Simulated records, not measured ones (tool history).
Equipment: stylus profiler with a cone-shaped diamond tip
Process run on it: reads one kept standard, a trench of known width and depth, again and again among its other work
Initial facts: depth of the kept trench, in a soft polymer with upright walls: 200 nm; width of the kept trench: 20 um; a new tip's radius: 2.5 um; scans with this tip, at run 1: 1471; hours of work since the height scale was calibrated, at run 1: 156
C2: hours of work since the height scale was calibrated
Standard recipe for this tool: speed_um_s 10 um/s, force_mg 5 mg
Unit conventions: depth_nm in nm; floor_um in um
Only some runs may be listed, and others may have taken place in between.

run 1 day=0 | speed_um_s=10 force_mg=5 | scans_with_this_tip=1471 C2=156 | depth_nm=202.33 floor_um=17.62
run 2 day=0.808 | speed_um_s=10 force_mg=5 | scans_with_this_tip=1581 C2=168 | depth_nm=202.34 floor_um=17.6
run 3 day=1.854 | speed_um_s=10 force_mg=5 | scans_with_this_tip=1723 C2=183 | depth_nm=202.35 floor_um=17.57
run 4 day=2.817 | speed_um_s=10 force_mg=5 | scans_with_this_tip=1853 C2=197 | depth_nm=202.39 floor_um=17.5
run 5 day=3.675 | speed_um_s=10 force_mg=5 | scans_with_this_tip=1970 C2=210 | depth_nm=202.35 floor_um=17.5
run 6 day=4.629 | speed_um_s=10 force_mg=5 | scans_with_this_tip=2100 C2=223 | depth_nm=202.35 floor_um=17.48
run 7 day=5.171 | speed_um_s=10 force_mg=5 | scans_with_this_tip=2174 C2=231 | depth_nm=202.37 floor_um=17.42
run 8 day=5.783 | speed_um_s=10 force_mg=10.26 | scans_with_this_tip=2257 C2=240 | depth_nm=203.86 floor_um=17.5
run 9 day=6.367 | speed_um_s=10 force_mg=10.26 | scans_with_this_tip=2336 C2=249 | depth_nm=203.84 floor_um=17.44
run 10 day=6.862 | speed_um_s=33 force_mg=5.24 | scans_with_this_tip=2404 C2=256 | depth_nm=202.47 floor_um=17.35
run 11 day=7.646 | speed_um_s=26 force_mg=5.97 | scans_with_this_tip=2510 C2=267 | depth_nm=202.69 floor_um=17.34
run 12 day=8.688 | speed_um_s=39 force_mg=2.03 | scans_with_this_tip=2651 C2=282 | depth_nm=201.3 floor_um=17.22
run 13 day=9.208 | speed_um_s=39 force_mg=2.03 | scans_with_this_tip=2722 C2=290 | depth_nm=201.34 floor_um=17.17
run 14 day=10.046 | speed_um_s=39 force_mg=2.03 | scans_with_this_tip=2836 C2=302 | depth_nm=201.27 floor_um=17.18
run 15 day=10.696 | speed_um_s=13 force_mg=3.39 | scans_with_this_tip=2924 C2=311 | depth_nm=201.87 floor_um=17.3
run 16 day=11.267 | speed_um_s=18 force_mg=7.18 | scans_with_this_tip=3002 C2=319 | depth_nm=203.05 floor_um=17.26
run 17 day=12.025 | speed_um_s=7 force_mg=6.52 | scans_with_this_tip=3105 C2=330 | depth_nm=202.86 floor_um=17.27
run 18 day=12.567 | speed_um_s=7 force_mg=6.52 | scans_with_this_tip=3179 C2=338 | depth_nm=202.86 floor_um=17.26

Predict each of these 3 candidate next runs independently; none follows another, all start after run 18:
run A day=13.496 | speed_um_s=4 force_mg=2.24 | scans_with_this_tip=3305 C2=352 | depth_nm=? floor_um=?
run B day=13.496 | speed_um_s=5 force_mg=10.92 | scans_with_this_tip=3305 C2=352 | depth_nm=? floor_um=?
run C day=13.496 | speed_um_s=10 force_mg=2.33 | scans_with_this_tip=3305 C2=352 | depth_nm=? floor_um=?

run=A depth_nm=201.42 floor_um=17.31
run=B depth_nm=204.03 floor_um=17.22
run=C depth_nm=201.44 floor_um=17.18
Stripped of hidden state, with their random variation kept, the same runs would have yielded:
run=A depth_nm=201.37 floor_um=18.11
run=B depth_nm=203.99 floor_um=18.02
run=C depth_nm=201.39 floor_um=17.98
